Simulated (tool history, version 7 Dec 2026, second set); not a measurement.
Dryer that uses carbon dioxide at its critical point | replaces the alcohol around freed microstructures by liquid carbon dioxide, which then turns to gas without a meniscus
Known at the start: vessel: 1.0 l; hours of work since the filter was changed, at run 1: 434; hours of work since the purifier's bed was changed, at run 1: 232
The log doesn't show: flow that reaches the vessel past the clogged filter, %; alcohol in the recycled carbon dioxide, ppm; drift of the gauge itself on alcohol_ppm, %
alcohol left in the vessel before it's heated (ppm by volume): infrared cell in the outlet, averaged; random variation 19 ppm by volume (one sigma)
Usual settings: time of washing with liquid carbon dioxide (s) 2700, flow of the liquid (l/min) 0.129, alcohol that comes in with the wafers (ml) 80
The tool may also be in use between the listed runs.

run,day,time of washing with liquid carbon dioxide (s),flow of the liquid (l/min),alcohol that comes in with the wafers (ml),hours of work since the filter was changed,hours of work since the purifier's bed was changed,alcohol left in the vessel before it's heated (ppm by volume)
1,0,2700,0.129,80,434,232,1506
2,1,2700,0.129,80,447,244,1561
3,1.896,2700,0.129,80,458,255,1582
4,2.904,2700,0.129,80,471,268,1574
5,3.404,2700,0.129,80,477,274,1559
6,4.075,2700,0.166,80,485,283,533
7,4.612,3420,0.166,80,492,289,190
8,5.446,2700,0.129,95,502,300,1887
9,6.421,4320,0.196,95,514,312,65
10,7.304,4320,0.196,95,525,323,79
11,8.233,3420,0.196,38,537,335,85

5 ways to go on from here, each from the tool as it stands after run 11. What would each give?
A,8.958,2760,0.089,27,546,344,?
B,8.958,3420,0.088,21,546,344,?
C,8.958,2700,0.083,80,546,344,?
D,8.958,2400,0.081,110,546,344,?
E,8.958,2400,0.208,35,546,344,?

run,alcohol left in the vessel before it's heated (ppm by volume)
A,1779
B,792
C,6520
D,12410
E,189
Without the tool's hidden state the same runs would have given:
run,alcohol left in the vessel before it's heated (ppm by volume)
A,1463
B,599
C,5585
D,10888
E,91

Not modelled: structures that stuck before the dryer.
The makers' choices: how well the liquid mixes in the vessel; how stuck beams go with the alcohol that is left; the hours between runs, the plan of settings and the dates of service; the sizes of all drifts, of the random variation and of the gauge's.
